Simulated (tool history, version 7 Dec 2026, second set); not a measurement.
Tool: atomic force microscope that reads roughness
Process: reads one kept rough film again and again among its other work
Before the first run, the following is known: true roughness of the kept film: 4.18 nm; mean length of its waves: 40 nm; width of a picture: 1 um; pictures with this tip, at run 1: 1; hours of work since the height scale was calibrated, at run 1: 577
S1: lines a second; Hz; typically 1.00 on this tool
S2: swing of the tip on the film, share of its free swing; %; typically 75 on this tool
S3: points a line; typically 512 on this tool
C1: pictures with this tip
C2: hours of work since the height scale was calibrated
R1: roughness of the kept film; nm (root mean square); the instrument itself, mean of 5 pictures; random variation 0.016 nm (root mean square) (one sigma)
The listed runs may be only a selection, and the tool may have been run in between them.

run   hour    S1  S2   S3   C1   C2     R1
  1    0.0  1.00  75  512    1  577  3.792
  2   30.1  1.00  75  512   64  600  3.695
  3   53.8  1.00  75  512  115  619  3.656
  4   78.0  1.00  75  512  166  638  3.565
      85.6  -- new tip fitted
  5  103.8  1.00  75  512   39  658  3.779
  6  132.3  1.00  75  512   99  680  3.652
  7  150.6  1.00  67  512  137  694  3.600
  8  167.8  1.00  67  806  174  708  3.588
     170.8  -- new tip fitted
  9  184.4  1.00  62  806   29  721  3.848
 10  215.1  1.00  62  806   94  745  3.695
 11  233.9  1.00  75  747  134  759  3.580
 12  248.5  0.81  75  291  165  771  3.525
     256.8  -- new tip fitted
 13  273.8  1.00  85  512   36  790  3.664
 14  287.3  1.00  85  281   65  801  3.612
 15  317.2  1.00  83  281  128  824  3.526
 16  337.7  1.00  83  448  171  840  3.463
     342.0  -- new tip fitted
 17  353.3  1.00  83  448   24  852  3.714

Predict each of these 4 candidate next runs independently; none follows another, all start after run 17:
  A  367.3  1.00  57  793  54  863   ?
  B  367.3  1.97  63  299  54  863   ?
  C  367.3  1.00  56  325  54  863   ?
  D  367.3  1.99  82  448  54  863   ?

run     R1
  A  3.792
  B  3.725
  C  3.775
  D  3.551
Stripped of hidden state, with their random variation kept, the same runs would have yielded:
run     R1
  A  3.913
  B  3.845
  C  3.896
  D  3.665
